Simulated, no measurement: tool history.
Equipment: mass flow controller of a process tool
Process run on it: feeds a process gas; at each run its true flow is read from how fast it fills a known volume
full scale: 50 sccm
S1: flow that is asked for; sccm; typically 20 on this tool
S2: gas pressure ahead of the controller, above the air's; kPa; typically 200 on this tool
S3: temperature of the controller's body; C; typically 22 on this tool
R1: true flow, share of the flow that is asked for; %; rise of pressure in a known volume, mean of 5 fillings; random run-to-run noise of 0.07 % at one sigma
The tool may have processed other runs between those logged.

| run | day | S1 | S2 | S3 | R1 |
|---|---|---|---|---|---|
| 1 | 0 | 20 | 200 | 22 | 97.8 |
| 2 | 7.471 | 20 | 200 | 22 | 97.69 |
| 3 | 15.5 | 20 | 200 | 22 | 97.71 |
| 4 | 29.292 | 20 | 200 | 22 | 97.86 |
| 5 | 44.754 | 20 | 200 | 22 | 97.62 |
| 6 | 57.079 | 20 | 200 | 38 | 99.03 |
| 7 | 68.467 | 20 | 200 | 36 | 98.85 |
| 8 | 84.15 | 20 | 200 | 25 | 98.09 |
| 9 | 100.604 | 20 | 200 | 25 | 98.12 |
| 10 | 108.388 | 20 | 200 | 25 | 98.12 |
| 11 | 122.967 | 20 | 200 | 25 | 98.1 |
| 12 | 131.592 | 20 | 200 | 22 | 97.89 |
| 13 | 148.762 | 20 | 200 | 22 | 97.9 |
| 14 | 164.279 | 6 | 206 | 39 | 100.65 |
| 15 | 174.45 | 6 | 206 | 39 | 100.71 |
| 16 | 192.725 | 7 | 200 | 36 | 100.18 |
| 17 | 203.229 | 9 | 186 | 28 | 99.05 |
| 18 | 220.129 | 47 | 233 | 27 | 99.14 |
| 19 | 234.367 | 47 | 233 | 27 | 99.19 |
| 20 | 243.05 | 20 | 202 | 22 | 97.95 |
| 21 | 258.4 | 9 | 166 | 33 | 99.87 |
| 22 | 276.888 | 20 | 151 | 29 | 98.9 |
| 23 | 289.212 | 17 | 240 | 22 | 97.58 |
| 24 | 303.729 | 21 | 200 | 38 | 99.45 |

5 ways to go on from here, each from the tool as it stands after run 24. What would each give?
| A | 316.65 | 43 | 229 | 23 | ? |
| B | 316.65 | 15 | 244 | 38 | ? |
| C | 316.65 | 21 | 147 | 25 | ? |
| D | 316.65 | 48 | 274 | 27 | ? |
| E | 316.65 | 20 | 184 | 22 | ? |

| run | R1 |
|---|---|
| A | 98.47 |
| B | 99.07 |
| C | 98.55 |
| D | 98.85 |
| E | 98.08 |
With no hidden state in the tool, these same runs would have given:
| run | R1 |
|---|---|
| A | 99.04 |
| B | 98.42 |
| C | 98.43 |
| D | 99.48 |
| E | 97.89 |
